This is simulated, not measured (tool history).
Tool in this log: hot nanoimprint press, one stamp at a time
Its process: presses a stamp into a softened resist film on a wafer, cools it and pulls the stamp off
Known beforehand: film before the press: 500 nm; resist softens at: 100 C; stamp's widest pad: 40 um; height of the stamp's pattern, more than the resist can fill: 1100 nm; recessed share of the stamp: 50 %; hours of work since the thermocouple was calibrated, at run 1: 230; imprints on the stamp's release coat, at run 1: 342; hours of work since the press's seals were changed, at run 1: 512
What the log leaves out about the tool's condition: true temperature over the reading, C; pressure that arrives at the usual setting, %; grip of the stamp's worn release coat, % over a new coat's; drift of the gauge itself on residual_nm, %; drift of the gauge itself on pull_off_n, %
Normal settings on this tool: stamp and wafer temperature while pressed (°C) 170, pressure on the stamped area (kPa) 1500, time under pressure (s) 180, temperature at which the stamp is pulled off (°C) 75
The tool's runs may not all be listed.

run	day	stamp and wafer temperature while pressed (°C)	pressure on the stamped area (kPa)	time under pressure (s)	temperature at which the stamp is pulled off (°C)	hours of work since the thermocouple was calibrated	imprints on the stamp's release coat	hours of work since the press's seals were changed	resist left under the stamp's widest pad (angstrom)	greatest force while the stamp is pulled off (N)
1	0	170	1500	180	75	230	342	512	2210	219
2	1.892	161	1500	180	75	264	463	545	3488	227
# day 2.667: press's hydraulic seals changed and the load cell set to zero
3	4.5	161	1500	180	75	305	609	33	3407	240
4	5.967	161	1500	180	75	331	703	59	3462	236
5	7.967	161	1500	180	75	367	831	95	3540	241
# day 9.375: plate thermocouple calibrated
6	10.588	170	1500	180	69	22	991	139	2446	312
# day 12.283: stamp cleaned and given a new release coat
7	13.096	170	1500	180	69	62	52	180	2479	247
8	14.938	165	1500	180	75	95	170	212	3220	218
9	17.408	165	1500	180	75	139	328	257	3202	227
10	19.012	165	1500	180	75	168	431	285	3286	242
11	21.567	165	1500	180	75	213	595	331	3332	245
# day 24.304: plate thermocouple calibrated, once more
12	24.979	170	1500	180	75	12	805	390	2053	235
13	28.229	170	1580	180	75	70	1013	448	2041	249
# day 29.629: stamp cleaned and given a new release coat
14	31.212	170	1580	180	75	119	101	496	2061	199
15	33.146	164	1500	180	75	153	225	531	2918	212
# day 34.983: press's hydraulic seals changed and the load cell set to zero
16	35.312	170	2250	180	75	186	343	6	1749	215
17	37.954	158	2330	127	74	233	512	53	3671	230
18	40.379	158	2330	127	74	277	667	96	3702	237

Estimate the outcome of run 19 from the log above:
19	43.358	158	1260	166	74	330	858	150	?	?

resist left under the stamp's widest pad (angstrom): 4014
greatest force while the stamp is pulled off (N): 254
Minus the tool's unlogged condition, the same run would have read resist left under the stamp's widest pad (angstrom) 3832, greatest force while the stamp is pulled off (N) 199.

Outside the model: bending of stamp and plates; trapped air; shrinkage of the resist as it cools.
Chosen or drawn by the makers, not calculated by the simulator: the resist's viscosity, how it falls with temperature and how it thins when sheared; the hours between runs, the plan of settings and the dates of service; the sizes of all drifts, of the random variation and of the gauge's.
